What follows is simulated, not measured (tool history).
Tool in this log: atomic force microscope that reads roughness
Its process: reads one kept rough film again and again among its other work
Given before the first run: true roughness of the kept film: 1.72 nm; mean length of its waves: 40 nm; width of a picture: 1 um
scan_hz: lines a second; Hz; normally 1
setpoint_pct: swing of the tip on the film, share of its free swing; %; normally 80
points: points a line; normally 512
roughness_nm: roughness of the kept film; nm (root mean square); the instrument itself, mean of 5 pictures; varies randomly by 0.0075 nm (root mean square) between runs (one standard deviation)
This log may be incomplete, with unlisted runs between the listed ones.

{"run": 1, "hour": 0.0, "scan_hz": 1, "setpoint_pct": 80, "points": 512, "roughness_nm": 1.582}
{"run": 2, "hour": 53.0, "scan_hz": 1, "setpoint_pct": 80, "points": 512, "roughness_nm": 1.557}
{"run": 3, "hour": 90.2, "scan_hz": 1, "setpoint_pct": 80, "points": 512, "roughness_nm": 1.45}
{"run": 4, "hour": 156.8, "scan_hz": 1, "setpoint_pct": 80, "points": 512, "roughness_nm": 1.54}
{"run": 5, "hour": 213.1, "scan_hz": 1, "setpoint_pct": 80, "points": 512, "roughness_nm": 1.506}
{"run": 6, "hour": 274.8, "scan_hz": 1, "setpoint_pct": 80, "points": 512, "roughness_nm": 1.495}
{"run": 7, "hour": 307.6, "scan_hz": 1, "setpoint_pct": 80, "points": 512, "roughness_nm": 1.554}
{"run": 8, "hour": 358.3, "scan_hz": 1, "setpoint_pct": 80, "points": 512, "roughness_nm": 1.541}
{"run": 9, "hour": 410.5, "scan_hz": 1, "setpoint_pct": 80, "points": 512, "roughness_nm": 1.544}
{"run": 10, "hour": 453.5, "scan_hz": 1, "setpoint_pct": 80, "points": 512, "roughness_nm": 1.533}
{"run": 11, "hour": 489.9, "scan_hz": 1, "setpoint_pct": 80, "points": 512, "roughness_nm": 1.585}
{"run": 12, "hour": 549.9, "scan_hz": 1, "setpoint_pct": 80, "points": 512, "roughness_nm": 1.559}
{"run": 13, "hour": 624.9, "scan_hz": 1, "setpoint_pct": 80, "points": 512, "roughness_nm": 1.463}
{"run": 14, "hour": 670.5, "scan_hz": 1, "setpoint_pct": 80, "points": 512, "roughness_nm": 1.482}
{"run": 15, "hour": 730.6, "scan_hz": 0.68, "setpoint_pct": 80, "points": 512, "roughness_nm": 1.626}
{"run": 16, "hour": 779.5, "scan_hz": 0.68, "setpoint_pct": 73, "points": 512, "roughness_nm": 1.617}
{"run": 17, "hour": 839.9, "scan_hz": 1, "setpoint_pct": 80, "points": 356, "roughness_nm": 1.531}
{"run": 18, "hour": 894.9, "scan_hz": 1, "setpoint_pct": 80, "points": 512, "roughness_nm": 1.522}
{"run": 19, "hour": 946.4, "scan_hz": 1, "setpoint_pct": 80, "points": 512, "roughness_nm": 1.528}
{"run": 20, "hour": 1021.4, "scan_hz": 1, "setpoint_pct": 80, "points": 512, "roughness_nm": 1.589}
{"run": 21, "hour": 1073.3, "scan_hz": 1, "setpoint_pct": 80, "points": 512, "roughness_nm": 1.614}
{"run": 22, "hour": 1134.7, "scan_hz": 1, "setpoint_pct": 80, "points": 512, "roughness_nm": 1.55}
{"run": 23, "hour": 1206.9, "scan_hz": 1, "setpoint_pct": 80, "points": 512, "roughness_nm": 1.467}
{"run": 24, "hour": 1239.9, "scan_hz": 1, "setpoint_pct": 80, "points": 512, "roughness_nm": 1.53}
{"run": 25, "hour": 1311.6, "scan_hz": 0.61, "setpoint_pct": 80, "points": 404, "roughness_nm": 1.639}
{"run": 26, "hour": 1347.1, "scan_hz": 0.61, "setpoint_pct": 80, "points": 404, "roughness_nm": 1.501}
{"run": 27, "hour": 1398.0, "scan_hz": 3.23, "setpoint_pct": 60, "points": 453, "roughness_nm": 1.451}
{"run": 28, "hour": 1456.1, "scan_hz": 3.23, "setpoint_pct": 60, "points": 453, "roughness_nm": 1.576}
{"run": 29, "hour": 1510.5, "scan_hz": 1.09, "setpoint_pct": 85, "points": 655, "roughness_nm": 1.545}
{"run": 30, "hour": 1574.6, "scan_hz": 3.42, "setpoint_pct": 85, "points": 655, "roughness_nm": 1.339}
{"run": 31, "hour": 1628.9, "scan_hz": 2.18, "setpoint_pct": 85, "points": 655, "roughness_nm": 1.403}
{"run": 32, "hour": 1706.6, "scan_hz": 2.18, "setpoint_pct": 82, "points": 692, "roughness_nm": 1.492}
{"run": 33, "hour": 1776.4, "scan_hz": 2.18, "setpoint_pct": 82, "points": 692, "roughness_nm": 1.436}
{"run": 34, "hour": 1827.9, "scan_hz": 0.74, "setpoint_pct": 89, "points": 955, "roughness_nm": 1.489}
{"run": 35, "hour": 1901.5, "scan_hz": 0.74, "setpoint_pct": 89, "points": 955, "roughness_nm": 1.429}
{"run": 36, "hour": 1934.8, "scan_hz": 1.86, "setpoint_pct": 71, "points": 357, "roughness_nm": 1.472}
{"run": 37, "hour": 2005.6, "scan_hz": 1.86, "setpoint_pct": 71, "points": 357, "roughness_nm": 1.553}
{"run": 38, "hour": 2054.6, "scan_hz": 1, "setpoint_pct": 71, "points": 512, "roughness_nm": 1.595}
{"run": 39, "hour": 2125.4, "scan_hz": 3.89, "setpoint_pct": 71, "points": 666, "roughness_nm": 1.449}
{"run": 40, "hour": 2196.9, "scan_hz": 1.83, "setpoint_pct": 62, "points": 666, "roughness_nm": 1.495}
{"run": 41, "hour": 2238.6, "scan_hz": 0.56, "setpoint_pct": 89, "points": 666, "roughness_nm": 1.493}
{"run": 42, "hour": 2283.6, "scan_hz": 0.56, "setpoint_pct": 89, "points": 666, "roughness_nm": 1.516}
{"run": 43, "hour": 2347.6, "scan_hz": 0.56, "setpoint_pct": 89, "points": 666, "roughness_nm": 1.446}
{"run": 44, "hour": 2380.5, "scan_hz": 0.61, "setpoint_pct": 87, "points": 371, "roughness_nm": 1.507}
{"run": 45, "hour": 2414.5, "scan_hz": 2.18, "setpoint_pct": 64, "points": 408, "roughness_nm": 1.567}
{"run": 46, "hour": 2448.4, "scan_hz": 2.18, "setpoint_pct": 64, "points": 408, "roughness_nm": 1.456}
{"run": 47, "hour": 2511.8, "scan_hz": 2.28, "setpoint_pct": 65, "points": 697, "roughness_nm": 1.562}

Put back what was entered between runs (53 entries, withheld): which listed runs does each sit between, and how does the hidden state differ from the listed run before to the listed run after?
Run 1 -> run 2: new tip fitted (hour 44.8)
  radius of the tip, nm: 12.3 -> 15.1; height scale over the true one, %: 1 -> 1.03
  difference, measured minus the result without the unlogged condition, roughness_nm: +0.001 -> -0.017 nm (root mean square)
Run 3 -> run 4: new tip fitted (hour 95.5); new tip fitted (hour 142.1)
  radius of the tip, nm: 34.4 -> 17.6; height scale over the true one, %: 1.05 -> 1.09
  difference, measured minus the result without the unlogged condition, roughness_nm: -0.127 -> -0.03 nm (root mean square)
Run 4 -> run 5: new tip fitted (hour 191.2)
  radius of the tip, nm: 17.6 -> 23.7; height scale over the true one, %: 1.09 -> 1.12
  difference, measured minus the result without the unlogged condition, roughness_nm: -0.03 -> -0.066 nm (root mean square)
Run 5 -> run 6: new tip fitted (hour 242.5)
  radius of the tip, nm: 23.7 -> 27.3; height scale over the true one, %: 1.12 -> 1.16
  difference, measured minus the result without the unlogged condition, roughness_nm: -0.066 -> -0.087 nm (root mean square)
Run 6 -> run 7: new tip fitted (hour 291.4)
  radius of the tip, nm: 27.3 -> 17.9; height scale over the true one, %: 1.16 -> 1.18
  difference, measured minus the result without the unlogged condition, roughness_nm: -0.087 -> -0.031 nm (root mean square)
Run 7 -> run 8: new tip fitted (hour 343.4)
  radius of the tip, nm: 17.9 -> 18.5; height scale over the true one, %: 1.18 -> 1.2
  difference, measured minus the result without the unlogged condition, roughness_nm: -0.031 -> -0.034 nm (root mean square)
Run 8 -> run 9: new tip fitted (hour 390.5)
  radius of the tip, nm: 18.5 -> 19.8; height scale over the true one, %: 1.2 -> 1.23
  difference, measured minus the result without the unlogged condition, roughness_nm: -0.034 -> -0.042 nm (root mean square)
Run 9 -> run 10: new tip fitted (hour 437.2)
  radius of the tip, nm: 19.8 -> 17.2; height scale over the true one, %: 1.23 -> 1.26
  difference, measured minus the result without the unlogged condition, roughness_nm: -0.042 -> -0.025 nm (root mean square)
Run 10 -> run 11: new tip fitted (hour 484.9)
  radius of the tip, nm: 17.2 -> 12.7; height scale over the true one, %: 1.26 -> 1.28
  difference, measured minus the result without the unlogged condition, roughness_nm: -0.025 -> +0.003 nm (root mean square)
Run 11 -> run 12: new tip fitted (hour 534.9)
  radius of the tip, nm: 12.7 -> 16.4; height scale over the true one, %: 1.28 -> 1.31
  difference, measured minus the result without the unlogged condition, roughness_nm: +0.003 -> -0.021 nm (root mean square)
Run 12 -> run 13: new tip fitted (hour 582.3)
  radius of the tip, nm: 16.4 -> 33.3; height scale over the true one, %: 1.31 -> 1.35
  difference, measured minus the result without the unlogged condition, roughness_nm: -0.021 -> -0.118 nm (root mean square)
Run 13 -> run 14: new tip fitted (hour 629.8)
  radius of the tip, nm: 33.3 -> 29.3; height scale over the true one, %: 1.35 -> 1.37
  difference, measured minus the result without the unlogged condition, roughness_nm: -0.118 -> -0.096 nm (root mean square)
Run 14 -> run 15: new tip fitted (hour 676.6); new tip fitted (hour 725.9)
  radius of the tip, nm: 29.3 -> 12.3; height scale over the true one, %: 1.37 -> 1.4
  difference, measured minus the result without the unlogged condition, roughness_nm: -0.096 -> +0.007 nm (root mean square)
Run 15 -> run 16: new tip fitted (hour 773.6)
  radius of the tip, nm: 12.3 -> 12.5; height scale over the true one, %: 1.4 -> 1.43
  difference, measured minus the result without the unlogged condition, roughness_nm: +0.007 -> +0.007 nm (root mean square)
Run 16 -> run 17: new tip fitted (hour 822.2)
  radius of the tip, nm: 12.5 -> 18.8; height scale over the true one, %: 1.43 -> 1.46
  difference, measured minus the result without the unlogged condition, roughness_nm: +0.007 -> -0.032 nm (root mean square)
Run 17 -> run 18: new tip fitted (hour 873.6)
  radius of the tip, nm: 18.8 -> 22; height scale over the true one, %: 1.46 -> 1.49
  difference, measured minus the result without the unlogged condition, roughness_nm: -0.032 -> -0.05 nm (root mean square)
Run 18 -> run 19: new tip fitted (hour 921.9)
  radius of the tip, nm: 22 -> 22.3; height scale over the true one, %: 1.49 -> 1.52
  difference, measured minus the result without the unlogged condition, roughness_nm: -0.05 -> -0.053 nm (root mean square)
Run 19 -> run 20: new tip fitted (hour 968.5); new tip fitted (hour 1015.3)
  radius of the tip, nm: 22.3 -> 13; height scale over the true one, %: 1.52 -> 1.57
  difference, measured minus the result without the unlogged condition, roughness_nm: -0.053 -> +0.005 nm (root mean square)
Run 20 -> run 21: height scale calibrated on a step standard (hour 1029.3); new tip fitted (hour 1069.2)
  radius of the tip, nm: 13 -> 12; height scale over the true one, %: 1.57 -> 2.42
  difference, measured minus the result without the unlogged condition, roughness_nm: +0.005 -> +0.025 nm (root mean square)
Run 21 -> run 22: new tip fitted (hour 1116.9)
  radius of the tip, nm: 12 -> 19.5; height scale over the true one, %: 2.42 -> 2.45
  difference, measured minus the result without the unlogged condition, roughness_nm: +0.025 -> -0.021 nm (root mean square)
Run 22 -> run 23: new tip fitted (hour 1165.1)
  radius of the tip, nm: 19.5 -> 34.6; height scale over the true one, %: 2.45 -> 2.5
  difference, measured minus the result without the unlogged condition, roughness_nm: -0.021 -> -0.108 nm (root mean square)
Run 23 -> run 24: new tip fitted (hour 1213)
  radius of the tip, nm: 34.6 -> 23.5; height scale over the true one, %: 2.5 -> 2.52
  difference, measured minus the result without the unlogged condition, roughness_nm: -0.108 -> -0.045 nm (root mean square)
Run 24 -> run 25: new tip fitted (hour 1262.6); new tip fitted (hour 1311.6)
  radius of the tip, nm: 23.5 -> 10.1; height scale over the true one, %: 2.52 -> 2.56
  difference, measured minus the result without the unlogged condition, roughness_nm: -0.045 -> +0.041 nm (root mean square)
Run 25 -> run 26: height scale calibrated on a step standard, once more (hour 1347.1)
  radius of the tip, nm: 10.1 -> 25.4; height scale over the true one, %: 2.56 -> -0.02
  difference, measured minus the result without the unlogged condition, roughness_nm: +0.041 -> -0.094 nm (root mean square)
Run 26 -> run 27: new tip fitted (hour 1359.6)
  radius of the tip, nm: 25.4 -> 31.3; height scale over the true one, %: -0.02 -> 0.01
  difference, measured minus the result without the unlogged condition, roughness_nm: -0.094 -> -0.126 nm (root mean square)
Run 27 -> run 28: new tip fitted (hour 1408.5); new tip fitted (hour 1456.1)
  radius of the tip, nm: 31.3 -> 10.2; height scale over the true one, %: 0.01 -> 0.05
  difference, measured minus the result without the unlogged condition, roughness_nm: -0.126 -> -0.001 nm (root mean square)
Run 28 -> run 29: new tip fitted (hour 1505.6)
  radius of the tip, nm: 10.2 -> 13.2; height scale over the true one, %: 0.05 -> 0.07
  difference, measured minus the result without the unlogged condition, roughness_nm: -0.001 -> -0.019 nm (root mean square)
Run 29 -> run 30: new tip fitted (hour 1554.7)
  radius of the tip, nm: 13.2 -> 17.9; height scale over the true one, %: 0.07 -> 0.11
  difference, measured minus the result without the unlogged condition, roughness_nm: -0.019 -> -0.042 nm (root mean square)
Run 30 -> run 31: new tip fitted (hour 1601.7)
  radius of the tip, nm: 17.9 -> 23.9; height scale over the true one, %: 0.11 -> 0.14
  difference, measured minus the result without the unlogged condition, roughness_nm: -0.042 -> -0.077 nm (root mean square)
Run 31 -> run 32: new tip fitted (hour 1654.3); new tip fitted (hour 1705)
  radius of the tip, nm: 23.9 -> 11.8; height scale over the true one, %: 0.14 -> 0.19
  difference, measured minus the result without the unlogged condition, roughness_nm: -0.077 -> -0.008 nm (root mean square)
Run 32 -> run 33: new tip fitted (hour 1757.8)
  radius of the tip, nm: 11.8 -> 19.5; height scale over the true one, %: 0.19 -> 0.22
  difference, measured minus the result without the unlogged condition, roughness_nm: -0.008 -> -0.052 nm (root mean square)
Run 33 -> run 34: new tip fitted (hour 1805)
  radius of the tip, nm: 19.5 -> 24.4; height scale over the true one, %: 0.22 -> 0.25
  difference, measured minus the result without the unlogged condition, roughness_nm: -0.052 -> -0.083 nm (root mean square)
Run 34 -> run 35: new tip fitted (hour 1857.2)
  radius of the tip, nm: 24.4 -> 35.6; height scale over the true one, %: 0.25 -> 0.29
  difference, measured minus the result without the unlogged condition, roughness_nm: -0.083 -> -0.143 nm (root mean square)
Run 35 -> run 36: new tip fitted (hour 1907.5)
  radius of the tip, nm: 35.6 -> 24.9; height scale over the true one, %: 0.29 -> 0.31
  difference, measured minus the result without the unlogged condition, roughness_nm: -0.143 -> -0.085 nm (root mean square)
Run 36 -> run 37: new tip fitted (hour 1957); new tip fitted (hour 2005.6)
  radius of the tip, nm: 24.9 -> 10.2; height scale over the true one, %: 0.31 -> 0.35
  difference, measured minus the result without the unlogged condition, roughness_nm: -0.085 -> +0.003 nm (root mean square)
Run 37 -> run 38: new tip fitted (hour 2054.6)
  radius of the tip, nm: 10.2 -> 10; height scale over the true one, %: 0.35 -> 0.38
  difference, measured minus the result without the unlogged condition, roughness_nm: +0.003 -> +0.006 nm (root mean square)
Run 38 -> run 39: new tip fitted (hour 2104.2)
  radius of the tip, nm: 10 -> 21.3; height scale over the true one, %: 0.38 -> 0.42
  difference, measured minus the result without the unlogged condition, roughness_nm: +0.006 -> -0.06 nm (root mean square)
Run 39 -> run 40: new tip fitted (hour 2156.3)
  radius of the tip, nm: 21.3 -> 28.3; height scale over the true one, %: 0.42 -> 0.46
  difference, measured minus the result without the unlogged condition, roughness_nm: -0.06 -> -0.104 nm (root mean square)
Run 40 -> run 41: new tip fitted (hour 2204)
  radius of the tip, nm: 28.3 -> 26.2; height scale over the true one, %: 0.46 -> 0.48
  difference, measured minus the result without the unlogged condition, roughness_nm: -0.104 -> -0.091 nm (root mean square)
Run 41 -> run 42: new tip fitted (hour 2253.9)
  radius of the tip, nm: 26.2 -> 24.4; height scale over the true one, %: 0.48 -> 0.51
  difference, measured minus the result without the unlogged condition, roughness_nm: -0.091 -> -0.081 nm (root mean square)
Run 42 -> run 43: new tip fitted (hour 2302.2)
  radius of the tip, nm: 24.4 -> 35.2; height scale over the true one, %: 0.51 -> 0.55
  difference, measured minus the result without the unlogged condition, roughness_nm: -0.081 -> -0.14 nm (root mean square)
Run 43 -> run 44: new tip fitted (hour 2354.7)
  radius of the tip, nm: 35.2 -> 23; height scale over the true one, %: 0.55 -> 0.56
  difference, measured minus the result without the unlogged condition, roughness_nm: -0.14 -> -0.072 nm (root mean square)
Run 44 -> run 45: new tip fitted (hour 2405.5)
  radius of the tip, nm: 23 -> 15.6; height scale over the true one, %: 0.56 -> 0.58
  difference, measured minus the result without the unlogged condition, roughness_nm: -0.072 -> -0.026 nm (root mean square)
Run 46 -> run 47: new tip fitted (hour 2455.2); new tip fitted (hour 2505.4)
  radius of the tip, nm: 32.1 -> 15.2; height scale over the true one, %: 0.6 -> 0.64
  difference, measured minus the result without the unlogged condition, roughness_nm: -0.122 -> -0.023 nm (root mean square)
